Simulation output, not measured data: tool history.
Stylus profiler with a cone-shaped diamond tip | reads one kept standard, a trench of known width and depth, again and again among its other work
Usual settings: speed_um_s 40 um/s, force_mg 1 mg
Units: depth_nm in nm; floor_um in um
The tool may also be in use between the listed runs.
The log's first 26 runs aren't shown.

run,hour,speed_um_s,force_mg,depth_nm,floor_um
27,2400.4,40,0.66,502.68,16.4
28,2498.7,82,1.35,504.12,16.2
29,2569.3,30,0.56,501.92,16.28
30,2704.9,10,1.57,504.61,16.21
31,2835.3,10,1.57,504.07,16.15
32,2898.8,17,1,502.92,15.98
33,2996.5,17,1,502.73,15.92
34,3128.3,13,2.52,505.63,15.85
35,3232.3,14,1,502.66,15.72
36,3312.2,14,1,502.48,15.68
37,3437,88,0.44,501.15,15.13
38,3500.4,62,0.92,502.12,15.33

4 ways to go on from here, each from the tool as it stands after run 38. What would each give?
# hour 3537.5: new tip fitted, height scale calibrated
A,3569.2,21,2.11,?,?
# hour 3537.5: new tip fitted, height scale calibrated
B,3569.2,33,0.81,?,?
# hour 3537.5: new tip fitted, height scale calibrated
C,3569.2,142,0.71,?,?
# hour 3537.5: new tip fitted, height scale calibrated
D,3569.2,11,0.85,?,?

run,depth_nm,floor_um
A,506.04,16.95
B,503.37,16.92
C,503.08,16.42
D,503.38,16.99
Without the tool's hidden state the same runs would have given:
run,depth_nm,floor_um
A,505.8,16.94
B,503.13,16.9
C,502.84,16.41
D,503.14,16.97
